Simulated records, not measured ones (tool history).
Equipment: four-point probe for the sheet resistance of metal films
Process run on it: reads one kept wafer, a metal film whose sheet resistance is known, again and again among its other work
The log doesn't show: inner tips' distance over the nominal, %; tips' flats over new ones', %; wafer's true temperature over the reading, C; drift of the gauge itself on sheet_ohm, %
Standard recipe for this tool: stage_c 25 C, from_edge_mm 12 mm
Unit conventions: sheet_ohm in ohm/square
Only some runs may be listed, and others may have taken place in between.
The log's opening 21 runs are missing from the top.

| run | day | stage_c | from_edge_mm | touches since the probe head was changed | hours of work since the stage's thermometer was calibrated | sheet_ohm |
|---|---|---|---|---|---|---|
| 22 | 16.229 | 25 | 13 | 12871 | 582 | 0.112928 |
| 23 | 17.271 | 22 | 57 | 13384 | 598 | 0.11293 |
| 24 | 17.958 | 22 | 57 | 13722 | 608 | 0.112921 |
| 25 | 18.746 | 22 | 7 | 14109 | 620 | 0.11417 |
| 26 | 19.579 | 28 | 8 | 14520 | 633 | 0.11321 |
| 27 | 20.588 | 28 | 8 | 15017 | 648 | 0.113198 |
| 28 | 21.575 | 28 | 8 | 15504 | 663 | 0.113155 |
| 29 | 22.533 | 27 | 4 | 15975 | 677 | 0.11602 |
| 30 | 23.183 | 27 | 4 | 16297 | 687 | 0.116001 |
| 31 | 23.729 | 19 | 67 | 16565 | 695 | 0.113258 |
| 32 | 24.492 | 19 | 67 | 16942 | 706 | 0.11328 |
| 33 | 25.108 | 27 | 14 | 17246 | 716 | 0.112636 |

Forecast run 34:
| 34 | 25.838 | 19 | 28 | 17604 | 727 | ? |

Run 34 measured sheet_ohm 0.113263 ohm/square.
If the tool had no hidden condition, the same run with the same run-to-run variation would have returned sheet_ohm 0.113199 ohm/square.
